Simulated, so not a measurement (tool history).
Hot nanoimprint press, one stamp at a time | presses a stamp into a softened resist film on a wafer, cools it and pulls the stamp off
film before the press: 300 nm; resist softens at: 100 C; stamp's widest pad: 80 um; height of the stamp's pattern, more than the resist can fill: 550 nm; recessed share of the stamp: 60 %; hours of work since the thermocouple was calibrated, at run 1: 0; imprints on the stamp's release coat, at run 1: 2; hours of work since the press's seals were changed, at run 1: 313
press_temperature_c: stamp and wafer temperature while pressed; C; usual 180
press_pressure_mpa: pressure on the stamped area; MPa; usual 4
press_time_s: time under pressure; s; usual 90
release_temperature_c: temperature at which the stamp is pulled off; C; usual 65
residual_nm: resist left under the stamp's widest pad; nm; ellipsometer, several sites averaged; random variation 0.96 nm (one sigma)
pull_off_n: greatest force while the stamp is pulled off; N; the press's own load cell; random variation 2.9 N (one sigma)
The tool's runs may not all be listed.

run,hour,press_temperature_c,press_pressure_mpa,press_time_s,release_temperature_c,hours of work since the thermocouple was calibrated,imprints on the stamp's release coat,hours of work since the press's seals were changed,residual_nm,pull_off_n
1,0,180,4,90,65,0,2,313,137.4,134
2,28.7,180,4,90,65,19,100,331,135.9,138
3,84.5,180,4,90,63,54,291,367,135.5,157
4,145.1,180,4,53,65,93,499,406,164.4,145
5,175.6,180,4,90,65,113,603,425,134.3,158
6,236.8,180,4,90,65,152,813,464,132.2,166
7,266.2,180,4,90,65,171,913,483,132.2,162
8,302.7,170,4,90,60,194,1038,506,197.9,191
# hour 311.8: plate thermocouple calibrated
9,348.6,170,4,90,60,23,1185,534,195.7,201
10,386.4,180,3.08,90,65,48,1315,558,142.7,177
# hour 411.6: press's hydraulic seals changed and the load cell set to zero
# hour 428.9: stamp cleaned and given a new release coat
11,463.6,185,4,66,65,88,119,29,115.3,137
12,511,178,4,82,59,118,281,60,141,166
13,570.9,180,4,90,56,157,486,98,122.4,181

Forecast each of these 4 alternatives for the next run:
A,601.6,170,3.54,90,65,176,591,118,?,?
B,601.6,180,2.42,90,56,176,591,118,?,?
C,601.6,179,4,90,56,176,591,118,?,?
D,601.6,180,4.8,101,61,176,591,118,?,?

run,residual_nm,pull_off_n
A,195.1,151
B,149,187
C,127.4,188
D,108,167
Without the tool's hidden state the same runs would have given:
run,residual_nm,pull_off_n
A,211.1,139
B,163.4,170
C,141.1,170
D,120.1,152
